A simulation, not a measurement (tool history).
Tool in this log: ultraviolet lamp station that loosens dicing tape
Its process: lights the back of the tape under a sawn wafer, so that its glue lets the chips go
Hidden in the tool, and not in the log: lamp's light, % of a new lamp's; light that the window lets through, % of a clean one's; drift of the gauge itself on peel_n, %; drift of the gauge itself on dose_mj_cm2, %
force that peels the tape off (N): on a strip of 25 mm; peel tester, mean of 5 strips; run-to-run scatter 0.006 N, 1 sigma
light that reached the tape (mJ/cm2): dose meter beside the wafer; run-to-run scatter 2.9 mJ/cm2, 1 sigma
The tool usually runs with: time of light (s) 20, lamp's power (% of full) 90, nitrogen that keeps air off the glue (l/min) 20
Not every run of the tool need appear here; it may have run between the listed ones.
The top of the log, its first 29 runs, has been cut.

| run | hour | time of light (s) | lamp's power (% of full) | nitrogen that keeps air off the glue (l/min) | hours of work of the lamp | hours of work since the window was cleaned | force that peels the tape off (N) | light that reached the tape (mJ/cm2) |
|---|---|---|---|---|---|---|---|---|
| 30 | 815.2 | 20 | 62 | 14 | 574 | 309 | 1.082 | 215 |
| 31 | 853.8 | 21 | 84 | 37 | 595 | 331 | 0.225 | 301 |
|  | 865.5 | window cleaned of glue's vapour |
| 32 | 872.4 | 21 | 62 | 10 | 605 | 4 | 1.286 | 237 |
| 33 | 894.5 | 20 | 93 | 20 | 617 | 16 | 0.3 | 337 |
| 34 | 932.3 | 15 | 82 | 20 | 638 | 37 | 0.824 | 215 |
| 35 | 949 | 22 | 66 | 26 | 647 | 46 | 0.43 | 251 |
| 36 | 981.8 | 18 | 78 | 36 | 665 | 64 | 0.389 | 248 |
| 37 | 1006.8 | 11 | 62 | 38 | 679 | 78 | 1.851 | 117 |
| 38 | 1026 | 11 | 62 | 38 | 690 | 88 | 1.882 | 113 |

Predict the results of run 39:
| 39 | 1062.6 | 13 | 87 | 8 | 710 | 109 | ? | ? |

force that peels the tape off (N): 2.164
light that reached the tape (mJ/cm2): 185
If the tool had no hidden condition, the same run with the same run-to-run variation would have returned force that peels the tape off (N) 1.145, light that reached the tape (mJ/cm2) 264.
